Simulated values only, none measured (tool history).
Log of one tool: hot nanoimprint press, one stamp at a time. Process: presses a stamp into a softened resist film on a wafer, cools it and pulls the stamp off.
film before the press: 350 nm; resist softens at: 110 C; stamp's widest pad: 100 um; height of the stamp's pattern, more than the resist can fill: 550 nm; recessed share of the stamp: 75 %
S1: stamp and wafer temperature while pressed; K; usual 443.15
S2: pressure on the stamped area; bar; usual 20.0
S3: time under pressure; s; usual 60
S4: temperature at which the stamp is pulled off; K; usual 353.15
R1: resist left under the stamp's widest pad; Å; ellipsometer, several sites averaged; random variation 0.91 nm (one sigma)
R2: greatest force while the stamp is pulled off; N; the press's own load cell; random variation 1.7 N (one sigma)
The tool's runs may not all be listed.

Run 1, day 0.000: usual settings. Result: R1 1522 Å, R2 124 N.
Run 2, day 0.283: usual settings. Result: R1 1523 Å, R2 123 N.
Run 3, day 0.650: usual settings but S2 28.7 bar. Result: R1 1265 Å, R2 126 N.
Run 4, day 0.875: usual settings but S2 28.4 bar. Result: R1 1263 Å, R2 122 N.
Run 5, day 1.179: usual settings. Result: R1 1535 Å, R2 128 N.
Run 6, day 1.529: usual settings. Result: R1 1517 Å, R2 129 N.
Run 7, day 1.733: usual settings. Result: R1 1525 Å, R2 127 N.
Run 8, day 1.929: usual settings but S1 449.15 K. Result: R1 1130 Å, R2 126 N.
Run 9, day 2.154: usual settings but S1 449.15 K. Result: R1 1129 Å, R2 128 N.
Run 10, day 2.492: usual settings but S1 454.15 K. Result: R1 896 Å, R2 125 N.
Run 11, day 2.825: usual settings but S1 454.15 K, S2 13.7 bar. Result: R1 1081 Å, R2 129 N.
Run 12, day 3.012: usual settings but S1 454.15 K, S2 13.7 bar. Result: R1 1089 Å, R2 131 N.
Run 13, day 3.392: usual settings but S1 454.15 K, S2 13.7 bar. Result: R1 1088 Å, R2 130 N.
Run 14, day 3.579: usual settings but S2 19.0 bar. Result: R1 1575 Å, R2 133 N.
Run 15, day 3.775: usual settings but S2 19.0 bar. Result: R1 1584 Å, R2 135 N.
Run 16, day 4.029: usual settings but S2 30.8 bar, S3 41 s. Result: R1 1439 Å, R2 131 N.
Run 17, day 4.250: usual settings but S1 441.15 K, S2 12.5 bar, S3 99 s. Result: R1 1749 Å, R2 132 N.
Run 18, day 4.625: usual settings but S1 441.15 K, S2 12.5 bar, S3 99 s. Result: R1 1785 Å, R2 130 N.
Run 19, day 4.858: usual settings but S1 438.15 K, S2 18.8 bar, S3 99 s. Result: R1 1706 Å, R2 136 N.
Run 20, day 5.125: usual settings but S1 438.15 K, S2 18.8 bar, S3 99 s. Result: R1 1734 Å, R2 132 N.
Run 21, day 5.350: usual settings but S1 438.15 K, S2 18.8 bar, S3 99 s. Result: R1 1720 Å, R2 137 N.
Run 22, day 5.608: usual settings but S1 434.15 K, S2 29.5 bar, S3 35 s, S4 341.15 K. Result: R1 2343 Å, R2 169 N.
Run 23, day 5.883: usual settings but S1 455.15 K, S2 24.1 bar, S3 54 s, S4 339.15 K. Result: R1 812 Å, R2 174 N.
Run 24, day 6.212: usual settings but S1 445.15 K, S3 101 s, S4 350.15 K. Result: R1 1159 Å, R2 146 N.
Run 25, day 6.538: usual settings but S2 15.1 bar, S3 58 s. Result: R1 1793 Å, R2 139 N.
Run 26, day 6.883: usual settings but S2 27.4 bar, S3 85 s, S4 359.15 K. Result: R1 1172 Å, R2 121 N.
Run 27, day 7.146: usual settings but S2 27.4 bar, S3 85 s, S4 359.15 K. Result: R1 1187 Å, R2 124 N.
Run 28, day 7.404: usual settings but S2 13.5 bar, S3 69 s. Result: R1 1785 Å, R2 139 N.
Run 29, day 7.621: usual settings but S2 26.3 bar. Result: R1 1358 Å, R2 140 N.

4 ways to go on from here, each from the tool as it stands after run 29. What would each give?
Run A, day 7.892: usual settings but S2 21.9 bar, S3 54 s. Result: R1 ?, R2 ?.
Run B, day 7.892: usual settings but S2 26.3 bar, S3 65 s, S4 344.15 K. Result: R1 ?, R2 ?.
Run C, day 7.892: usual settings but S1 435.15 K. Result: R1 ?, R2 ?.
Run D, day 7.892: usual settings but S1 446.15 K, S2 12.1 bar, S3 31 s. Result: R1 ?, R2 ?.

run    R1   R2
  A  1551  147
  B  1328  169
  C  2245  142
  D  2121  139
Without the tool's hidden state the same runs would have given:
run    R1   R2
  A  1428  118
  B  1212  136
  C  2097  114
  D  2001  111

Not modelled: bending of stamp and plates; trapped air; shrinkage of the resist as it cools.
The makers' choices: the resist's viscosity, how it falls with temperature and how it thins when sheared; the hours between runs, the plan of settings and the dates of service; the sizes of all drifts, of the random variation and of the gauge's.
